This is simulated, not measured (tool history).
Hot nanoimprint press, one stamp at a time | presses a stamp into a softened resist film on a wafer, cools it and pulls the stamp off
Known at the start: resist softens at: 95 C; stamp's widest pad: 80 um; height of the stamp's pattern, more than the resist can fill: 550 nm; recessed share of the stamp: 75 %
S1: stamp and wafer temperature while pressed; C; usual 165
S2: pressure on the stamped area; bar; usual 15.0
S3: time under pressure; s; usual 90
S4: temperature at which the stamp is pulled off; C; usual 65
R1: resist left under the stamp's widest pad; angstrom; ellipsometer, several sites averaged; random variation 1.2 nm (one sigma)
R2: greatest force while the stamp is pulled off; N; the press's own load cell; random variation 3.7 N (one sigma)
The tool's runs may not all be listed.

{"run": 1, "day": 0.0, "S1": 165, "S2": 15.0, "S3": 90, "S4": 65, "R1": 1937, "R2": 184}
{"day": 0.979, "done": "plate thermocouple calibrated"}
{"run": 2, "day": 2.446, "S1": 165, "S2": 15.0, "S3": 90, "S4": 65, "R1": 1877, "R2": 195}
{"run": 3, "day": 4.383, "S1": 165, "S2": 15.0, "S3": 90, "S4": 65, "R1": 1917, "R2": 195}
{"run": 4, "day": 6.371, "S1": 165, "S2": 15.0, "S3": 90, "S4": 65, "R1": 1908, "R2": 215}
{"run": 5, "day": 8.517, "S1": 165, "S2": 15.0, "S3": 90, "S4": 65, "R1": 1914, "R2": 216}
{"run": 6, "day": 10.817, "S1": 165, "S2": 16.6, "S3": 90, "S4": 65, "R1": 1837, "R2": 228}
{"day": 11.975, "done": "stamp cleaned and given a new release coat"}
{"run": 7, "day": 12.533, "S1": 165, "S2": 16.6, "S3": 150, "S4": 65, "R1": 1536, "R2": 183}
{"run": 8, "day": 14.096, "S1": 165, "S2": 16.6, "S3": 150, "S4": 65, "R1": 1518, "R2": 192}
{"run": 9, "day": 16.479, "S1": 165, "S2": 16.6, "S3": 150, "S4": 65, "R1": 1551, "R2": 199}
{"run": 10, "day": 18.05, "S1": 165, "S2": 16.6, "S3": 150, "S4": 65, "R1": 1531, "R2": 217}
{"run": 11, "day": 20.183, "S1": 165, "S2": 16.6, "S3": 150, "S4": 65, "R1": 1535, "R2": 219}
{"run": 12, "day": 22.379, "S1": 165, "S2": 16.6, "S3": 150, "S4": 65, "R1": 1548, "R2": 238}
{"day": 23.771, "done": "stamp cleaned and given a new release coat"}
{"run": 13, "day": 24.133, "S1": 165, "S2": 16.6, "S3": 150, "S4": 65, "R1": 1553, "R2": 184}
{"run": 14, "day": 25.404, "S1": 165, "S2": 16.6, "S3": 150, "S4": 65, "R1": 1557, "R2": 187}
{"run": 15, "day": 26.988, "S1": 165, "S2": 16.6, "S3": 150, "S4": 65, "R1": 1567, "R2": 196}
{"run": 16, "day": 28.375, "S1": 170, "S2": 11.5, "S3": 51, "S4": 65, "R1": 2253, "R2": 204}
{"run": 17, "day": 30.162, "S1": 168, "S2": 10.9, "S3": 90, "S4": 65, "R1": 2075, "R2": 218}
{"run": 18, "day": 31.938, "S1": 166, "S2": 15.0, "S3": 90, "S4": 65, "R1": 1926, "R2": 218}
{"day": 32.35, "done": "plate thermocouple calibrated"}
{"run": 19, "day": 34.104, "S1": 167, "S2": 12.8, "S3": 47, "S4": 72, "R1": 2350, "R2": 199}
{"day": 35.767, "done": "stamp cleaned and given a new release coat"}
{"run": 20, "day": 35.796, "S1": 154, "S2": 18.5, "S3": 178, "S4": 65, "R1": 1913, "R2": 180}
{"run": 21, "day": 37.017, "S1": 165, "S2": 13.0, "S3": 122, "S4": 59, "R1": 1853, "R2": 200}
{"run": 22, "day": 39.471, "S1": 154, "S2": 20.5, "S3": 71, "S4": 65, "R1": 2416, "R2": 194}
{"run": 23, "day": 41.279, "S1": 176, "S2": 23.1, "S3": 148, "S4": 62, "R1": 957, "R2": 217}
{"day": 42.721, "done": "press's hydraulic seals changed and the load cell set to zero"}
{"run": 24, "day": 42.792, "S1": 176, "S2": 23.1, "S3": 148, "S4": 62, "R1": 923, "R2": 219}
{"run": 25, "day": 45.129, "S1": 159, "S2": 13.4, "S3": 90, "S4": 65, "R1": 2295, "R2": 218}
{"run": 26, "day": 47.008, "S1": 166, "S2": 9.5, "S3": 95, "S4": 70, "R1": 2219, "R2": 219}
{"day": 47.95, "done": "stamp cleaned and given a new release coat"}
{"run": 27, "day": 49.738, "S1": 175, "S2": 15.5, "S3": 77, "S4": 53, "R1": 1531, "R2": 230}
{"run": 28, "day": 52.125, "S1": 153, "S2": 19.8, "S3": 153, "S4": 62, "R1": 1995, "R2": 208}
{"run": 29, "day": 54.05, "S1": 162, "S2": 15.3, "S3": 83, "S4": 65, "R1": 2109, "R2": 216}

Forecast each of these 5 alternatives for the next run:
{"run": "A", "day": 55.729, "S1": 173, "S2": 15.3, "S3": 61, "S4": 65, "R1": "?", "R2": "?"}
{"run": "B", "day": 55.729, "S1": 165, "S2": 15.0, "S3": 113, "S4": 56, "R1": "?", "R2": "?"}
{"run": "C", "day": 55.729, "S1": 165, "S2": 10.1, "S3": 113, "S4": 63, "R1": "?", "R2": "?"}
{"run": "D", "day": 55.729, "S1": 159, "S2": 20.6, "S3": 78, "S4": 65, "R1": "?", "R2": "?"}
{"run": "E", "day": 55.729, "S1": 165, "S2": 15.0, "S3": 90, "S4": 56, "R1": "?", "R2": "?"}

run=A R1=1770 R2=216
run=B R1=1799 R2=251
run=C R1=2125 R2=229
run=D R1=2073 R2=223
run=E R1=1941 R2=247
Without the tool's hidden state the same runs would have given:
run=A R1=1728 R2=177
run=B R1=1752 R2=206
run=C R1=2079 R2=188
run=D R1=2017 R2=183
run=E R1=1893 R2=203

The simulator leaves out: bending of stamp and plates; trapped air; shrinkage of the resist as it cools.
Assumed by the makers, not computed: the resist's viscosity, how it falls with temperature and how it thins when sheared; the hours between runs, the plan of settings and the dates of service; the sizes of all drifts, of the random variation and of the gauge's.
